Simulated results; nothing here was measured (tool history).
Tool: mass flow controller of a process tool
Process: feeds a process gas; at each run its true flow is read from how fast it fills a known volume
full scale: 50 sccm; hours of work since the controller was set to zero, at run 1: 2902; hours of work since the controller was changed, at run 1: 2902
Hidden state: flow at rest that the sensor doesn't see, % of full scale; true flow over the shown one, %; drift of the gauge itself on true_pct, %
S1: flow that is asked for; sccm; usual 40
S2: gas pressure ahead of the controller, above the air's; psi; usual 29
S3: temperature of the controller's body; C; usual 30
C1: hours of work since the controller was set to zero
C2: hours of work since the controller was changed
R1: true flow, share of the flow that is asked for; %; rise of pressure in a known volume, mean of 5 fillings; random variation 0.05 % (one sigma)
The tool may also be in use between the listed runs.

Run 1, hour 0: usual settings; C1 2902; C2 2902. Result: R1 98.93 %.
Run 2, hour 97.1: usual settings but S2 25.4 psi; C1 2965; C2 2965. Result: R1 98.93 %.
Run 3, hour 177.6: usual settings but S2 25.4 psi, S3 27 C; C1 3018; C2 3018. Result: R1 99.37 %.
Run 4, hour 256.4: usual settings but S2 25.4 psi, S3 27 C; C1 3069; C2 3069. Result: R1 99.21 %.
Run 5, hour 374.7: usual settings but S1 33 sccm, S2 25.4 psi, S3 27 C; C1 3146; C2 3146. Result: R1 98.89 %.
Run 6, hour 435: usual settings but S1 33 sccm, S2 25.4 psi, S3 27 C; C1 3185; C2 3185. Result: R1 98.88 %.
Run 7, hour 534: usual settings but S1 33 sccm, S2 25.4 psi, S3 27 C; C1 3250; C2 3250. Result: R1 98.82 %.
Run 8, hour 648.1: usual settings but S1 33 sccm, S2 25.4 psi, S3 27 C; C1 3324; C2 3324. Result: R1 98.85 %.
Run 9, hour 747.1: usual settings but S1 33 sccm, S2 25.4 psi, S3 27 C; C1 3388; C2 3388. Result: R1 98.93 %.
Run 10, hour 821.4: usual settings but S1 33 sccm, S2 25.4 psi, S3 27 C; C1 3437; C2 3437. Result: R1 98.83 %.
Run 11, hour 919.1: usual settings but S1 33 sccm, S2 25.4 psi, S3 27 C; C1 3500; C2 3500. Result: R1 98.83 %.
Run 12, hour 1034.6: usual settings but S1 33 sccm, S2 25.4 psi, S3 27 C; C1 3575; C2 3575. Result: R1 98.84 %.
Run 13, hour 1087: usual settings but S1 33 sccm, S2 25.4 psi, S3 27 C; C1 3610; C2 3610. Result: R1 98.89 %.
Run 14, hour 1200.5: usual settings but S1 33 sccm, S2 25.4 psi, S3 27 C; C1 3683; C2 3683. Result: R1 98.8 %.
Run 15, hour 1322.4: usual settings but S1 33 sccm, S2 25.4 psi, S3 27 C; C1 3763; C2 3763. Result: R1 98.84 %.
Run 16, hour 1392.7: usual settings but S1 33 sccm, S2 25.4 psi, S3 27 C; C1 3808; C2 3808. Result: R1 98.82 %.
Run 17, hour 1469.4: usual settings; C1 3858; C2 3858. Result: R1 98.92 %.
Run 18, hour 1541: usual settings but S3 20 C; C1 3905; C2 3905. Result: R1 99.86 %.
Run 19, hour 1619: usual settings but S3 37 C; C1 3956; C2 3956. Result: R1 98.24 %.
Run 20, hour 1718.8: usual settings but S1 23 sccm; C1 4021; C2 4021. Result: R1 97.55 %.
Run 21, hour 1786.2: usual settings but S1 23 sccm; C1 4065; C2 4065. Result: R1 97.62 %.
Run 22, hour 1880.6: usual settings but S2 27.3 psi; C1 4126; C2 4126. Result: R1 98.94 %.
Run 23, hour 1959.9: usual settings; C1 4178; C2 4178. Result: R1 98.81 %.
Run 24, hour 2018.2: usual settings but S1 17 sccm, S2 39.9 psi, S3 31 C; C1 4216; C2 4216. Result: R1 96.54 %.
Run 25, hour 2132.2: usual settings but S1 34 sccm, S2 37.3 psi, S3 32 C; C1 4290; C2 4290. Result: R1 98.14 %.
Run 26, hour 2198.3: usual settings but S1 47 sccm, S2 39.3 psi, S3 34 C; C1 4333; C2 4333. Result: R1 98.67 %.
Run 27, hour 2285.4: usual settings but S1 15 sccm, S2 35.7 psi, S3 27 C; C1 4389; C2 4389. Result: R1 96.68 %.
Run 28, hour 2409.3: usual settings but S2 30.9 psi, S3 21 C; C1 4470; C2 4470. Result: R1 99.59 %.
At hour 2415.5: controller's zero set anew.
Run 29, hour 2489.8: usual settings but S1 8 sccm, S2 40.3 psi; C1 48; C2 4522. Result: R1 92.5 %.
Run 30, hour 2615.8: usual settings but S1 10 sccm, S2 21.8 psi, S3 25 C; C1 130; C2 4604. Result: R1 94.4 %.
At hour 2720.6: controller's zero set anew, once more.
Run 31, hour 2730.7: usual settings but S1 28 sccm, S2 23.6 psi, S3 27 C; C1 7; C2 4678. Result: R1 99.73 %.
Run 32, hour 2848.6: usual settings but S1 13 sccm, S2 23.5 psi, S3 25 C; C1 83; C2 4755. Result: R1 99.3 %.
Run 33, hour 2945.6: usual settings but S1 13 sccm, S2 23.5 psi, S3 25 C; C1 146; C2 4818. Result: R1 99.22 %.
Run 34, hour 3028.6: usual settings but S1 7 sccm, S3 40 C; C1 200; C2 4872. Result: R1 97.39 %.
Run 35, hour 3135.7: usual settings but S1 48 sccm, S2 34.8 psi, S3 20 C; C1 270; C2 4942. Result: R1 100.98 %.
Run 36, hour 3194.1: usual settings but S1 19 sccm; C1 308; C2 4980. Result: R1 98.88 %.
Run 37, hour 3317.5: usual settings but S1 19 sccm; C1 388; C2 5060. Result: R1 99.01 %.
Run 38, hour 3413.8: usual settings but S3 21 C; C1 451; C2 5123. Result: R1 100.66 %.
Run 39, hour 3477.5: usual settings but S1 24 sccm, S3 21 C; C1 493; C2 5164. Result: R1 100.04 %.
Run 40, hour 3530.2: usual settings but S1 24 sccm, S3 21 C; C1 527; C2 5199. Result: R1 100.03 %.
Run 41, hour 3624.7: usual settings but S1 24 sccm, S3 21 C; C1 588; C2 5260. Result: R1 99.96 %.
Run 42, hour 3692.2: usual settings but S1 11 sccm, S3 32 C; C1 632; C2 5304. Result: R1 98.18 %.
Run 43, hour 3777.4: usual settings but S1 7 sccm, S2 26.4 psi, S3 38 C; C1 688; C2 5360. Result: R1 97.07 %.
Run 44, hour 3863.5: usual settings but S3 31 C; C1 744; C2 5416. Result: R1 99.64 %.
Run 45, hour 3920.6: usual settings but S1 25 sccm, S2 28.9 psi, S3 29 C; C1 781; C2 5453. Result: R1 99.25 %.
Run 46, hour 4027.7: usual settings but S1 25 sccm, S2 28.9 psi, S3 29 C; C1 851; C2 5522. Result: R1 99.2 %.

4 ways to go on from here, each from the tool as it stands after run 46. What would each give?
Run A, hour 4142.1: usual settings but S1 25 sccm, S2 20.6 psi, S3 29 C; C1 925; C2 5597. Result: R1 ?.
Run B, hour 4142.1: usual settings but S2 25.8 psi, S3 24 C; C1 925; C2 5597. Result: R1 ?.
Run C, hour 4142.1: usual settings but S1 18 sccm, S2 28.9 psi, S3 24 C; C1 925; C2 5597. Result: R1 ?.
Run D, hour 4142.1: usual settings but S3 21 C; C1 925; C2 5597. Result: R1 ?.

run      R1
  A   99.36
  B  100.39
  C   99.25
  D  100.62
Without the tool's hidden state the same runs would have given:
run      R1
  A   98.88
  B   99.78
  C    98.9
  D  100.02
